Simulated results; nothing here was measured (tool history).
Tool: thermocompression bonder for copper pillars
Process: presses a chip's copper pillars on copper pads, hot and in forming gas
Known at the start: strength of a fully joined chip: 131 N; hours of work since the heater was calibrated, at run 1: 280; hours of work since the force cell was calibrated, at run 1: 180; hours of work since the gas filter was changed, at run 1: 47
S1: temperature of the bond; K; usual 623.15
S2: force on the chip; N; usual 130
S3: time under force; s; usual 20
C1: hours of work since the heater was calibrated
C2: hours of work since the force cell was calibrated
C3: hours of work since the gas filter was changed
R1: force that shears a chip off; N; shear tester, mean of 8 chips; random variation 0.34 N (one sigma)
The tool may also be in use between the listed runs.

| run | hour | S1 | S2 | S3 | C1 | C2 | C3 | R1 |
|---|---|---|---|---|---|---|---|---|
| 1 | 0.0 | 623.15 | 130 | 20 | 280 | 180 | 47 | 82.7 |
| 2 | 21.1 | 615.15 | 130 | 20 | 290 | 190 | 57 | 76.0 |
| 3 | 30.1 | 615.15 | 130 | 20 | 294 | 194 | 61 | 76.2 |
| 4 | 43.8 | 615.15 | 130 | 20 | 301 | 201 | 68 | 76.4 |
| 5 | 56.5 | 610.15 | 130 | 20 | 307 | 207 | 74 | 71.9 |
| 6 | 71.5 | 623.15 | 130 | 13 | 314 | 214 | 81 | 72.0 |
| 7 | 87.8 | 623.15 | 130 | 13 | 322 | 222 | 89 | 71.0 |
| 8 | 107.9 | 623.15 | 130 | 13 | 332 | 231 | 98 | 70.8 |
|  | 112.9 | forming gas filter changed |
| 9 | 121.9 | 609.15 | 130 | 20 | 338 | 238 | 4 | 74.1 |
| 10 | 131.7 | 612.15 | 130 | 20 | 343 | 243 | 9 | 75.6 |
| 11 | 144.7 | 623.15 | 130 | 13 | 349 | 249 | 15 | 74.2 |
| 12 | 165.8 | 623.15 | 130 | 13 | 359 | 259 | 25 | 73.4 |
| 13 | 180.4 | 645.15 | 130 | 20 | 366 | 266 | 32 | 98.8 |
| 14 | 196.2 | 623.15 | 130 | 30 | 374 | 273 | 40 | 92.5 |
| 15 | 216.1 | 623.15 | 130 | 30 | 383 | 283 | 49 | 91.9 |
| 16 | 230.2 | 623.15 | 130 | 30 | 390 | 290 | 56 | 92.1 |
| 17 | 246.8 | 623.15 | 130 | 30 | 398 | 298 | 64 | 91.0 |
| 18 | 255.8 | 623.15 | 130 | 16 | 402 | 302 | 68 | 78.0 |
| 19 | 269.5 | 623.15 | 110 | 20 | 409 | 308 | 75 | 75.8 |
| 20 | 284.3 | 633.15 | 110 | 41 | 416 | 316 | 82 | 98.3 |
| 21 | 296.8 | 640.15 | 120 | 41 | 422 | 322 | 88 | 105.3 |
| 22 | 312.1 | 643.15 | 130 | 46 | 429 | 329 | 95 | 110.2 |
|  | 322.7 | forming gas filter changed |
| 23 | 324.6 | 633.15 | 130 | 46 | 435 | 335 | 1 | 109.3 |
| 24 | 335.6 | 633.15 | 170 | 46 | 440 | 340 | 6 | 117.0 |
| 25 | 350.1 | 652.15 | 79 | 21 | 447 | 347 | 13 | 87.3 |
| 26 | 362.1 | 639.15 | 134 | 14 | 453 | 353 | 19 | 88.1 |
| 27 | 378.8 | 639.15 | 134 | 14 | 461 | 361 | 27 | 88.2 |
| 28 | 397.2 | 623.15 | 159 | 20 | 469 | 369 | 36 | 91.4 |
| 29 | 418.3 | 652.15 | 130 | 23 | 480 | 379 | 46 | 105.9 |
| 30 | 436.4 | 596.15 | 116 | 20 | 488 | 388 | 54 | 58.5 |
| 31 | 451.0 | 614.15 | 130 | 20 | 495 | 395 | 61 | 76.2 |
| 32 | 469.1 | 642.15 | 138 | 15 | 504 | 404 | 70 | 92.0 |
| 33 | 483.1 | 605.15 | 189 | 56 | 511 | 410 | 77 | 104.0 |
| 34 | 501.1 | 605.15 | 132 | 42 | 519 | 419 | 85 | 85.6 |
| 35 | 515.9 | 605.15 | 132 | 42 | 526 | 426 | 92 | 85.3 |
|  | 533.2 | forming gas filter changed |
| 36 | 533.7 | 603.15 | 130 | 20 | 535 | 434 | 0 | 69.7 |
| 37 | 548.1 | 603.15 | 105 | 20 | 541 | 441 | 7 | 62.3 |

The next listed run, before its measurement:
| 38 | 564.5 | 603.15 | 105 | 20 | 549 | 449 | 15 | ? |

R1: 62.1 N
Without the tool's hidden state the same run would have given R1 60.4 N.
